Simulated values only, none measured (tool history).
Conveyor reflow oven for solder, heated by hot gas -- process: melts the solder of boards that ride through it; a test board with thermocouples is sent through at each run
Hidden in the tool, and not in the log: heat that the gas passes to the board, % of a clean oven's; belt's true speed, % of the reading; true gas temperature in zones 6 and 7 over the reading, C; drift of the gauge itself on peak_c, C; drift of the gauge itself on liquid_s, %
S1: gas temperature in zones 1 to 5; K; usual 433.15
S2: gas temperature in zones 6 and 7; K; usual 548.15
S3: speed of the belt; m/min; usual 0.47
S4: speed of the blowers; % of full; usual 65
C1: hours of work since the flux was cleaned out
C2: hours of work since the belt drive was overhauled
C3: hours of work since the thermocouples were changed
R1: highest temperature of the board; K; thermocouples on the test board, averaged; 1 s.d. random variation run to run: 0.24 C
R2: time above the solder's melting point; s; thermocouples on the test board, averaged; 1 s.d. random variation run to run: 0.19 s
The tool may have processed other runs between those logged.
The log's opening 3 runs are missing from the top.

run 4 day=1.804 | S1=422.15 S2=548.15 S3=0.47 S4=65 | C1=30 C2=161 C3=418 | R1=535.35 R2=77.5
run 5 day=2.392 | S1=422.15 S2=548.15 S3=0.47 S4=65 | C1=39 C2=170 C3=427 | R1=535.75 R2=77.8
run 6 day=2.879 | S1=433.15 S2=548.15 S3=0.47 S4=65 | C1=47 C2=177 C3=434 | R1=536.75 R2=82
run 7 day=3.517 | S1=433.15 S2=548.15 S3=0.47 S4=65 | C1=57 C2=187 C3=444 | R1=536.45 R2=81.9
run 8 day=4.271 | S1=433.15 S2=548.15 S3=0.47 S4=65 | C1=68 C2=199 C3=456 | R1=536.65 R2=82.2
run 9 day=4.85 | S1=433.15 S2=548.15 S3=0.464 S4=65 | C1=77 C2=207 C3=464 | R1=536.95 R2=83.8
run 10 day=5.417 | S1=433.15 S2=548.15 S3=0.464 S4=65 | C1=86 C2=216 C3=473 | R1=536.95 R2=83.6
run 11 day=6.188 | S1=433.15 S2=548.15 S3=0.464 S4=65 | C1=98 C2=228 C3=485 | R1=537.05 R2=83.8
run 12 day=6.671 | S1=445.15 S2=548.15 S3=0.47 S4=65 | C1=105 C2=235 C3=492 | R1=538.55 R2=88
run 13 day=7.079 | S1=430.15 S2=548.15 S3=0.47 S4=65 | C1=111 C2=242 C3=499 | R1=536.35 R2=80.9
run 14 day=7.658 | S1=430.15 S2=548.15 S3=0.47 S4=65 | C1=120 C2=251 C3=508 | R1=536.45 R2=81.4
run 15 day=8.233 | S1=430.15 S2=548.15 S3=0.47 S4=65 | C1=129 C2=259 C3=516 | R1=536.45 R2=80.9
run 16 day=9.008 | S1=433.15 S2=548.15 S3=0.47 S4=65 | C1=141 C2=271 C3=528 | R1=536.95 R2=82.3

For run 17, what comes out?
run 17 day=9.567 | S1=433.15 S2=548.15 S3=0.47 S4=65 | C1=150 C2=280 C3=537 | R1=? R2=?

Run 17 came out at R1 537.15 K, R2 82.6 s.
Had the tool carried no hidden state, the very same run would have given R1 536.15 K, R2 81.5 s.
